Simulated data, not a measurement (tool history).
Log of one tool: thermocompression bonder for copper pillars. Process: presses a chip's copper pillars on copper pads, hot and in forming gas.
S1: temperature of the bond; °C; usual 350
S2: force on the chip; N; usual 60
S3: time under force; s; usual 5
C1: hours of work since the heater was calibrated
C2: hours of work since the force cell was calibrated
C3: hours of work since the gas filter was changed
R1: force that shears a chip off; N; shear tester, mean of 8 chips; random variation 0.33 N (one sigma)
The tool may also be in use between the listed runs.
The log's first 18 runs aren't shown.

Run 19, hour 337.6: usual settings but S1 340 °C; C1 329; C2 818; C3 123. Result: R1 28.9 N.
Run 20, hour 357.9: usual settings but S1 340 °C; C1 341; C2 831; C3 136. Result: R1 28.7 N.
Run 21, hour 374.3: usual settings but S1 380 °C; C1 352; C2 841; C3 146. Result: R1 44.4 N.
Run 22, hour 386.2: usual settings but S1 349 °C, S2 75 N; C1 359; C2 848; C3 153. Result: R1 41.5 N.
Run 23, hour 400.2: usual settings but S1 323 °C, S2 75 N, S3 4 s; C1 368; C2 857; C3 162. Result: R1 27.6 N.
Run 24, hour 428.3: usual settings but S1 335 °C, S2 56 N, S3 4 s; C1 385; C2 874; C3 179. Result: R1 22.2 N.
Run 25, hour 451.6: usual settings but S3 14 s; C1 399; C2 889; C3 194. Result: R1 47.8 N.
Run 26, hour 463.9: usual settings but S1 336 °C, S3 4 s; C1 407; C2 896; C3 201. Result: R1 24.2 N.
Run 27, hour 489.8: usual settings but S1 341 °C, S2 47 N, S3 6 s; C1 423; C2 912; C3 217. Result: R1 22.6 N.
Run 28, hour 517.1: usual settings but S1 367 °C, S2 38 N, S3 9 s; C1 440; C2 929; C3 234. Result: R1 28.7 N.
Run 29, hour 531.4: usual settings but S1 376 °C, S2 43 N; C1 449; C2 938; C3 243. Result: R1 28.6 N.
Run 30, hour 543.6: usual settings but S1 376 °C, S2 43 N; C1 456; C2 946; C3 251. Result: R1 28.8 N.
At hour 548.4: forming gas filter changed.
Run 31, hour 566.9: usual settings but S3 4 s; C1 470; C2 960; C3 11. Result: R1 29.8 N.
Run 32, hour 588.9: usual settings but S3 10 s; C1 484; C2 973; C3 25. Result: R1 42.9 N.
Run 33, hour 603.4: usual settings but S3 10 s; C1 493; C2 982; C3 34. Result: R1 43 N.
Run 34, hour 630.3: usual settings but S1 375 °C, S3 6 s; C1 510; C2 999; C3 51. Result: R1 45.9 N.
Run 35, hour 654.1: usual settings but S1 375 °C, S3 6 s; C1 525; C2 1014; C3 66. Result: R1 46.1 N.
Run 36, hour 679.6: usual settings but S2 59 N, S3 4 s; C1 540; C2 1030; C3 81. Result: R1 29.1 N.
Run 37, hour 701.2: usual settings but S2 84 N, S3 12 s; C1 554; C2 1043; C3 95. Result: R1 63.1 N.
Run 38, hour 716.9: usual settings but S1 355 °C, S2 89 N, S3 9 s; C1 563; C2 1053; C3 104. Result: R1 63.6 N.
Run 39, hour 734.4: usual settings but S1 353 °C, S2 46 N, S3 4 s; C1 574; C2 1063; C3 115. Result: R1 21.9 N.

Forecast each of these 5 alternatives for the next run:
Run A, hour 762.4: usual settings but S1 353 °C, S2 65 N, S3 4 s; C1 592; C2 1081; C3 133. Result: R1 ?.
Run B, hour 762.4: usual settings but S1 371 °C, S2 42 N, S3 13 s; C1 592; C2 1081; C3 133. Result: R1 ?.
Run C, hour 762.4: usual settings but S1 329 °C, S2 62 N, S3 12 s; C1 592; C2 1081; C3 133. Result: R1 ?.
Run D, hour 762.4: usual settings but S1 347 °C, S2 79 N, S3 7 s; C1 592; C2 1081; C3 133. Result: R1 ?.
Run E, hour 762.4: usual settings but S1 379 °C, S2 46 N, S3 4 s; C1 592; C2 1081; C3 133. Result: R1 ?.

run    R1
  A  33.1
  B  39.1
  C  36.9
  D    48
  E  29.6
Without the tool's hidden state the same runs would have given:
run    R1
  A  38.1
  B  44.8
  C  42.2
  D  54.5
  E  34.1
